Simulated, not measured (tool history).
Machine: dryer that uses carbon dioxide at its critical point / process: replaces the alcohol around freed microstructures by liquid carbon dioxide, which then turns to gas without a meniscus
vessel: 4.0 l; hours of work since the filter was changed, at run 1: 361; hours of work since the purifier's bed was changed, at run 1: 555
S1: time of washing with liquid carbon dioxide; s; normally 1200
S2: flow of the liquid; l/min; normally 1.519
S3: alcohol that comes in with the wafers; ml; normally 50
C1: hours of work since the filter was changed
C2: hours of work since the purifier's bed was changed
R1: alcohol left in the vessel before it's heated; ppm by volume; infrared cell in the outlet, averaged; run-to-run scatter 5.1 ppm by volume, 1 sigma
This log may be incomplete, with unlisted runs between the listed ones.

| run | hour | S1 | S2 | S3 | C1 | C2 | R1 |
|---|---|---|---|---|---|---|---|
| 1 | 0 | 1200 | 1.519 | 50 | 361 | 555 | 129 |
| 2 | 15.2 | 1200 | 1.519 | 50 | 370 | 564 | 136 |
| 3 | 26.4 | 1200 | 1.519 | 50 | 376 | 570 | 136 |
| 4 | 39.6 | 1200 | 1.16 | 50 | 384 | 578 | 342 |
| 5 | 58.4 | 1200 | 1.16 | 50 | 394 | 589 | 350 |
| 6 | 79.5 | 1200 | 1.16 | 50 | 406 | 601 | 358 |
| 7 | 103 | 1200 | 1.519 | 102 | 420 | 614 | 232 |
| 8 | 121.2 | 1200 | 1.519 | 102 | 430 | 624 | 226 |
| 9 | 141.9 | 1200 | 1.519 | 102 | 442 | 636 | 242 |
| 10 | 161.4 | 1200 | 1.519 | 102 | 453 | 647 | 245 |
| 11 | 184.5 | 900 | 1.519 | 94 | 467 | 661 | 637 |

What will run 12 give?
| 12 | 199.5 | 900 | 1.519 | 94 | 475 | 669 | ? |

Run 12 yielded R1 645 ppm by volume.
The same run, on a tool lacking any hidden state, would have yielded R1 358 ppm by volume.
